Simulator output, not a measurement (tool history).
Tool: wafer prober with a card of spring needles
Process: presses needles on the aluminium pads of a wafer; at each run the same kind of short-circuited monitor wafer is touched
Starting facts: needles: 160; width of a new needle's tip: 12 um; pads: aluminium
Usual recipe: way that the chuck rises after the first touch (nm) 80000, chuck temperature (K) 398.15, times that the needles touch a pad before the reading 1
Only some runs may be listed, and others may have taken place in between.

run,hour,way that the chuck rises after the first touch (nm),chuck temperature (K),times that the needles touch a pad before the reading,resistance of one needle with its contact and lead (mohm),way that a needle slides on the pad (nm)
1,0.0,80000,398.15,1,283,18060
# hour 1.6: tips cleaned on abrasive film
2,7.3,80000,398.15,1,291,18070
# hour 13.6: tips cleaned on abrasive film
3,15.6,80000,398.15,1,276,18050
# hour 24.7: tips cleaned on abrasive film
4,27.3,80000,398.15,1,278,17930
# hour 28.3: tips cleaned on abrasive film, once more
5,34.7,80000,398.15,1,281,18040
# hour 40.3: tips cleaned on abrasive film
6,41.4,80000,398.15,3,276,17960
# hour 51.8: tips cleaned on abrasive film
7,53.3,80000,398.15,3,276,17940
8,60.5,80000,398.15,3,275,17940
# hour 63.6: tips cleaned on abrasive film
9,67.6,80000,398.15,1,279,17940
# hour 75.4: tips cleaned on abrasive film
# hour 75.7: height of the first contact set anew
10,79.4,80000,398.15,1,278,18160
# hour 87.2: tips cleaned on abrasive film
11,88.6,70000,398.15,1,278,15860
12,96.0,80000,398.15,1,284,18140
# hour 98.3: tips cleaned on abrasive film
13,103.4,80000,398.15,1,283,18180
# hour 109.9: tips cleaned on abrasive film
14,116.9,80000,398.15,1,282,18110
# hour 121.4: tips cleaned on abrasive film
15,128.2,80000,398.15,1,283,18100
# hour 132.6: tips cleaned on abrasive film
16,141.8,80000,398.15,1,281,18130
# hour 144.0: tips cleaned on abrasive film
17,152.1,80000,398.15,1,279,18050
# hour 155.3: tips cleaned on abrasive film
18,160.7,80000,398.15,1,277,17990
# hour 166.8: tips cleaned on abrasive film
19,170.5,80000,359.15,1,267,18070
# hour 178.8: tips cleaned on abrasive film
20,182.6,80000,359.15,1,268,17990
# hour 190.6: tips cleaned on abrasive film
21,194.6,80000,359.15,1,269,18010
# hour 202.0: tips cleaned on abrasive film
22,205.4,80000,359.15,1,273,18030
# hour 213.7: tips cleaned on abrasive film
23,214.9,74000,334.15,1,260,16660

Expected results for the next run?
# hour 225.7: tips cleaned on abrasive film
24,226.6,64000,334.15,1,?,?

Run 24 produced resistance of one needle with its contact and lead (mohm) 264, way that a needle slides on the pad (nm) 14330.
Minus the tool's unlogged condition, the same run would have read resistance of one needle with its contact and lead (mohm) 260, way that a needle slides on the pad (nm) 14510.
